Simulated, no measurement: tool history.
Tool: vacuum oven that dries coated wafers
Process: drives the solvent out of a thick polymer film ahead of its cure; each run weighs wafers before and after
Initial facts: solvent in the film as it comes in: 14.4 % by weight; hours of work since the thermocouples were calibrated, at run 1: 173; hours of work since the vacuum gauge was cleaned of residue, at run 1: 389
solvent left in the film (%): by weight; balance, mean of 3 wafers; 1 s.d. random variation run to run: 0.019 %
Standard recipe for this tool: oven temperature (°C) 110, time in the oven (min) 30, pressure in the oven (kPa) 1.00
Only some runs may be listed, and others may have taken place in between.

run,day,oven temperature (°C),time in the oven (min),pressure in the oven (kPa),hours of work since the thermocouples were calibrated,hours of work since the vacuum gauge was cleaned of residue,solvent left in the film (%)
1,0.000,110,30,1.00,173,389,0.99
2,0.925,115,30,1.00,187,403,0.71
3,1.675,110,30,1.00,198,414,1.03
4,2.383,110,30,1.00,208,425,1.02
5,3.138,96,30,1.00,219,436,2.71
6,3.892,96,30,1.00,231,447,2.69
7,4.529,110,30,1.00,240,456,1.03
8,5.579,110,29,1.00,256,472,1.07
9,6.167,110,29,1.00,264,481,1.08
10,7.004,110,29,1.00,277,493,1.06
11,7.875,110,30,1.00,290,506,1.02
12,8.938,110,30,1.00,305,522,1.01
13,9.783,110,43,1.00,318,534,0.73
14,10.888,110,43,1.00,334,550,0.73
15,11.579,110,30,1.00,344,561,1.05
16,12.129,110,30,1.00,352,569,1.05
17,13.171,110,30,1.00,368,584,1.05
18,13.692,110,30,1.00,376,592,1.04
19,14.904,110,30,1.00,394,610,1.02
20,15.654,110,30,1.00,405,621,1.01
21,16.712,110,30,1.00,420,637,1.04
22,17.538,100,30,0.76,432,649,1.91
23,18.479,108,30,1.05,446,663,1.22
# day 18.654: vacuum gauge cleaned of residue and calibrated
24,19.492,108,30,1.05,460,12,1.31
25,20.317,104,19,3.29,473,25,4.16
26,21.425,104,19,0.64,489,41,2.69
27,22.262,104,31,1.33,502,53,1.80
28,23.371,123,30,1.00,518,70,0.55
29,23.958,113,21,1.00,527,78,1.42
30,24.992,121,21,3.12,542,94,1.55
31,25.662,121,18,3.12,552,104,1.75
# day 26.075: vacuum gauge cleaned of residue and calibrated, once more
32,26.758,120,18,1.87,567,10,1.21
33,27.750,120,18,1.74,582,25,1.19
34,28.783,104,28,1.00,597,40,1.53
35,29.575,104,28,1.00,609,52,1.57
36,30.671,116,30,0.93,625,68,0.58
37,31.796,116,30,0.93,642,85,0.54
38,32.700,106,19,0.93,655,98,2.28
39,33.388,115,44,0.93,665,108,0.43
40,34.138,115,26,0.62,676,119,0.60
41,35.167,108,51,1.15,691,135,0.74

4 options for the next run, each taken on its own from the tool as it stands now. Forecast them:
A,36.271,110,30,1.78,708,151,?
B,36.271,121,54,0.59,708,151,?
C,36.271,110,32,2.09,708,151,?
D,36.271,110,30,0.67,708,151,?

run,solvent left in the film (%)
A,1.29
B,0.23
C,1.37
D,0.75
The same runs, with their run-to-run variation unchanged, on a tool lacking any hidden condition would have given:
run,solvent left in the film (%)
A,1.43
B,0.23
C,1.51
D,0.85
